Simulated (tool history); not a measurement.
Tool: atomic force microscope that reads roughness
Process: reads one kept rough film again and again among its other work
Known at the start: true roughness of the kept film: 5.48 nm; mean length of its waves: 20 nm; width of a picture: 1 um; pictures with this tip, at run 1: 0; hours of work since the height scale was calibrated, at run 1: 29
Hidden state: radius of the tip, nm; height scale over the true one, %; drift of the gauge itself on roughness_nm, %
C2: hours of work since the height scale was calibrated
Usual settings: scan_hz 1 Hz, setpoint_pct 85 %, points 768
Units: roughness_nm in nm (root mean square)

Run 1, hour 0: usual settings; pictures with this tip 0; C2 29. Result: roughness_nm 4.001 nm (root mean square).
Run 2, hour 21.1: usual settings; pictures with this tip 32; C2 46. Result: roughness_nm 4.018 nm (root mean square).
Run 3, hour 35.4: usual settings but setpoint_pct 60 %; pictures with this tip 53; C2 57. Result: roughness_nm 4.185 nm (root mean square).
Run 4, hour 50.3: usual settings but points 385; pictures with this tip 76; C2 69. Result: roughness_nm 3.949 nm (root mean square).
Run 5, hour 69.2: usual settings but scan_hz 0.81 Hz, points 385; pictures with this tip 104; C2 83. Result: roughness_nm 4 nm (root mean square).
Run 6, hour 80.2: usual settings but scan_hz 0.81 Hz, points 385; pictures with this tip 121; C2 92. Result: roughness_nm 3.993 nm (root mean square).
Run 7, hour 96.4: usual settings but scan_hz 1.05 Hz; pictures with this tip 145; C2 104. Result: roughness_nm 3.971 nm (root mean square).
Run 8, hour 107.6: usual settings but scan_hz 1.05 Hz; pictures with this tip 162; C2 113. Result: roughness_nm 3.972 nm (root mean square).
Run 9, hour 123.4: usual settings but scan_hz 1.05 Hz; pictures with this tip 186; C2 126. Result: roughness_nm 3.967 nm (root mean square).
Run 10, hour 141.4: usual settings but points 633; pictures with this tip 212; C2 140. Result: roughness_nm 3.958 nm (root mean square).
At hour 153.3: new tip fitted.
Run 11, hour 161.2: usual settings but points 522; pictures with this tip 11; C2 155. Result: roughness_nm 3.981 nm (root mean square).
Run 12, hour 172: usual settings but points 522; pictures with this tip 28; C2 163. Result: roughness_nm 3.957 nm (root mean square).
Run 13, hour 186.8: usual settings but points 957; pictures with this tip 50; C2 175. Result: roughness_nm 4.026 nm (root mean square).
Run 14, hour 207.8: usual settings but points 957; pictures with this tip 81; C2 191. Result: roughness_nm 3.995 nm (root mean square).
Run 15, hour 220.7: usual settings but points 957; pictures with this tip 101; C2 201. Result: roughness_nm 4.005 nm (root mean square).
Run 16, hour 241.1: usual settings but points 957; pictures with this tip 131; C2 217. Result: roughness_nm 3.988 nm (root mean square).
Run 17, hour 252.8: usual settings; pictures with this tip 149; C2 226. Result: roughness_nm 3.989 nm (root mean square).
Run 18, hour 273.8: usual settings but scan_hz 0.7 Hz, setpoint_pct 72 %; pictures with this tip 180; C2 242. Result: roughness_nm 4.18 nm (root mean square).
Run 19, hour 293: usual settings but scan_hz 0.7 Hz, setpoint_pct 60 %, points 497; pictures with this tip 209; C2 257. Result: roughness_nm 4.186 nm (root mean square).
At hour 307.8: new tip fitted.
Run 20, hour 313.3: usual settings but setpoint_pct 87 %, points 378; pictures with this tip 8; C2 273. Result: roughness_nm 3.917 nm (root mean square).
Run 21, hour 328.4: usual settings but scan_hz 1.39 Hz, setpoint_pct 58 %, points 558; pictures with this tip 30; C2 284. Result: roughness_nm 4.151 nm (root mean square).
Run 22, hour 348.4: usual settings but scan_hz 1.39 Hz, setpoint_pct 58 %, points 558; pictures with this tip 60; C2 300. Result: roughness_nm 4.209 nm (root mean square).
Run 23, hour 368.2: usual settings but scan_hz 2.51 Hz, setpoint_pct 83 %; pictures with this tip 90; C2 315. Result: roughness_nm 3.678 nm (root mean square).
Run 24, hour 384.7: usual settings but scan_hz 1.6 Hz, setpoint_pct 83 %, points 361; pictures with this tip 115; C2 328. Result: roughness_nm 3.797 nm (root mean square).
Run 25, hour 398.9: usual settings but setpoint_pct 63 %; pictures with this tip 136; C2 339. Result: roughness_nm 4.214 nm (root mean square).
Run 26, hour 415.9: usual settings but setpoint_pct 57 %; pictures with this tip 162; C2 353. Result: roughness_nm 4.232 nm (root mean square).
Run 27, hour 430.4: usual settings but setpoint_pct 77 %, points 269; pictures with this tip 183; C2 364. Result: roughness_nm 3.973 nm (root mean square).
Run 28, hour 441.9: usual settings but scan_hz 2.51 Hz, setpoint_pct 73 %; pictures with this tip 201; C2 373. Result: roughness_nm 3.875 nm (root mean square).
Run 29, hour 453.2: usual settings but scan_hz 2.51 Hz, setpoint_pct 73 %; pictures with this tip 218; C2 382. Result: roughness_nm 3.891 nm (root mean square).
At hour 461.7: new tip fitted.
Run 30, hour 464.6: usual settings but points 344; pictures with this tip 4; C2 390. Result: roughness_nm 3.954 nm (root mean square).
Run 31, hour 476.2: usual settings but scan_hz 1.68 Hz, points 381; pictures with this tip 21; C2 399. Result: roughness_nm 3.781 nm (root mean square).
Run 32, hour 487.2: usual settings but scan_hz 1.68 Hz, points 381; pictures with this tip 38; C2 408. Result: roughness_nm 3.766 nm (root mean square).
Run 33, hour 505.9: usual settings but scan_hz 1.68 Hz, points 381; pictures with this tip 66; C2 422. Result: roughness_nm 3.772 nm (root mean square).
Run 34, hour 515.7: usual settings but scan_hz 1.68 Hz, setpoint_pct 64 %, points 381; pictures with this tip 81; C2 430. Result: roughness_nm 4.054 nm (root mean square).

4 ways to go on from here, each from the tool as it stands after run 34. What would each give?
Run A, hour 535.2: usual settings but setpoint_pct 69 %, points 284; pictures with this tip 110; C2 445. Result: roughness_nm ?.
Run B, hour 535.2: usual settings but scan_hz 2.2 Hz, setpoint_pct 59 %, points 1021; pictures with this tip 110; C2 445. Result: roughness_nm ?.
Run C, hour 535.2: usual settings but scan_hz 1.05 Hz, setpoint_pct 64 %, points 429; pictures with this tip 110; C2 445. Result: roughness_nm ?.
Run D, hour 535.2: usual settings but scan_hz 1.68 Hz, setpoint_pct 64 %, points 361; pictures with this tip 110; C2 445. Result: roughness_nm ?.

run  roughness_nm
  A         4.031
  B         4.151
  C         4.155
  D          4.08
Without the tool's hidden state the same runs would have given:
run  roughness_nm
  A         4.038
  B         4.159
  C         4.163
  D         4.087

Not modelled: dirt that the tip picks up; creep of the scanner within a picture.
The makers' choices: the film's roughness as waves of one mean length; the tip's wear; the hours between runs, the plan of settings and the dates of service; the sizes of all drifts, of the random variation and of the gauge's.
